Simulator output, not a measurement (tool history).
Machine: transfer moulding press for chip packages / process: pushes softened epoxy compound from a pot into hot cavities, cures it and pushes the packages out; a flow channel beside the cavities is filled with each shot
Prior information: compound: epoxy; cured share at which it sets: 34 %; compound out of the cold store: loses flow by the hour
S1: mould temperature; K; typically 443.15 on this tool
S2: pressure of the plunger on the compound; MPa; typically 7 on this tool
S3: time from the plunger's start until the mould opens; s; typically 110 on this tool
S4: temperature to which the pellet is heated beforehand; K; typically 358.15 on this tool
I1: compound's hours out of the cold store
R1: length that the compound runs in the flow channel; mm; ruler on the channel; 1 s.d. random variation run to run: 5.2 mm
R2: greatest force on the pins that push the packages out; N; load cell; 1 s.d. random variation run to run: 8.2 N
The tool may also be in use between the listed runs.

run	hour	S1	S2	S3	S4	I1	R1	R2
1	0	443.15	7	110	358.15	42.4	459	582
# hour 16: cavities cleaned with cleaning compound and waxed
2	27.9	443.15	7	110	358.15	43.9	464	394
3	52.7	440.15	7	110	358.15	22.4	485	579
4	75.7	443.15	7	95	358.15	20.5	482	660
5	95.7	443.15	7	95	358.15	45.4	452	682
6	123.6	443.15	7	119	358.15	36.9	473	523
# hour 130.6: cavities cleaned with cleaning compound and waxed
7	138.5	443.15	7	119	358.15	13.3	484	348
# hour 146: plunger's sealing rings changed
8	168.4	443.15	7	119	358.15	14.3	534	423
9	185.1	443.15	7	110	358.15	40.4	518	499
10	204.8	443.15	7	110	357.15	47.2	499	535
11	221.3	443.15	7	110	357.15	37	504	572
# hour 247.2: cavities cleaned with cleaning compound and waxed
12	254.3	443.15	7	110	357.15	9.6	526	392
13	284	443.15	7	110	357.15	21.7	515	463
14	308	443.15	7	110	358.15	29.5	510	520
15	325.4	444.15	5.66	110	358.15	33.4	443	526
# hour 329: mould's thermocouples calibrated
16	346.2	439.15	5.66	110	363.15	23.1	462	686
# hour 362.9: cavities cleaned with cleaning compound and waxed
17	377	443.15	5.66	126	363.15	30.2	457	358
# hour 405.5: mould's thermocouples calibrated, once more
18	407.5	436.15	7	110	358.15	21.5	520	765
19	436.9	449.15	7	110	358.15	31.8	480	458
20	458.1	449.15	7	110	358.15	36.3	470	486
# hour 479.7: cavities cleaned with cleaning compound and waxed
21	479.8	443.15	7.81	138	354.15	30.6	525	302
22	493.7	443.15	6.72	107	358.15	42.8	471	427
23	510.7	448.15	7.94	110	358.15	39.8	505	384
24	535	449.15	7	110	367.15	15.7	489	425
25	552.7	449.15	8.57	136	356.15	29.7	523	424
26	573.1	449.15	8.57	136	356.15	8.4	549	461
27	586.5	440.15	8.57	136	358.15	22.7	563	523
# hour 593.4: cavities cleaned with cleaning compound and waxed
28	608.2	443.15	7	129	351.15	15	494	346

Consider 3 possible next runs. They are alternatives, not a sequence: every one starts from the tool as it was left by run 28. What does each give?
A	622.8	443.15	7	129	363.15	32.2	?	?
B	622.8	443.15	5.98	110	358.15	20.8	?	?
C	622.8	443.15	7.97	129	365.15	33	?	?

run	R1	R2
A	482	394
B	459	456
C	508	400
With the hidden condition removed and each run's random variation left untouched, the same runs would have given:
run	R1	R2
A	520	312
B	495	363
C	549	316
